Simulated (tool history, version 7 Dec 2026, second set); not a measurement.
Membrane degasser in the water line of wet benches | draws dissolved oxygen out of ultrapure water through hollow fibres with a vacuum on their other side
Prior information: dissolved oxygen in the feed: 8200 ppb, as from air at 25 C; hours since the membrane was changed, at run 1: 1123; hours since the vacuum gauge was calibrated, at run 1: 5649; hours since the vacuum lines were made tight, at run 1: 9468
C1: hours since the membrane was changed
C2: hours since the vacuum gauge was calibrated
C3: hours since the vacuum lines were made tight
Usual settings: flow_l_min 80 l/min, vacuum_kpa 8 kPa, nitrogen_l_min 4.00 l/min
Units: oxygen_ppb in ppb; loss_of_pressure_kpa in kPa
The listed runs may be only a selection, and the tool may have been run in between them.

Run 1, hour 0.0: usual settings; C1 1123; C2 5649; C3 9468. Result: oxygen_ppb 208.9 ppb, loss_of_pressure_kpa 69.48 kPa.
Run 2, hour 42.3: usual settings; C1 1165; C2 5691; C3 9511. Result: oxygen_ppb 211.3 ppb, loss_of_pressure_kpa 69.51 kPa.
Run 3, hour 62.5: usual settings; C1 1185; C2 5711; C3 9531. Result: oxygen_ppb 217.4 ppb, loss_of_pressure_kpa 69.21 kPa.
Run 4, hour 108.8: usual settings but nitrogen_l_min 3.32 l/min; C1 1231; C2 5757; C3 9577. Result: oxygen_ppb 247.9 ppb, loss_of_pressure_kpa 69.77 kPa.
Run 5, hour 132.5: usual settings but nitrogen_l_min 3.32 l/min; C1 1255; C2 5781; C3 9601. Result: oxygen_ppb 248.3 ppb, loss_of_pressure_kpa 69.69 kPa.
Run 6, hour 169.0: usual settings but nitrogen_l_min 3.32 l/min; C1 1292; C2 5818; C3 9637. Result: oxygen_ppb 246.0 ppb, loss_of_pressure_kpa 69.49 kPa.
Run 7, hour 191.2: usual settings but flow_l_min 111 l/min, nitrogen_l_min 8.18 l/min; C1 1314; C2 5840; C3 9660. Result: oxygen_ppb 154.2 ppb, loss_of_pressure_kpa 96.72 kPa.

Predict the results of run 8:
Run 8, hour 213.5: usual settings but flow_l_min 68 l/min, nitrogen_l_min 2.10 l/min; C1 1336; C2 5862; C3 9682. Result: oxygen_ppb ?, loss_of_pressure_kpa ?.

oxygen_ppb: 319.3 ppb
loss_of_pressure_kpa: 59.21 kPa
The same run, on a tool lacking any hidden state, would have yielded oxygen_ppb 318.8 ppb, loss_of_pressure_kpa 58.88 kPa.
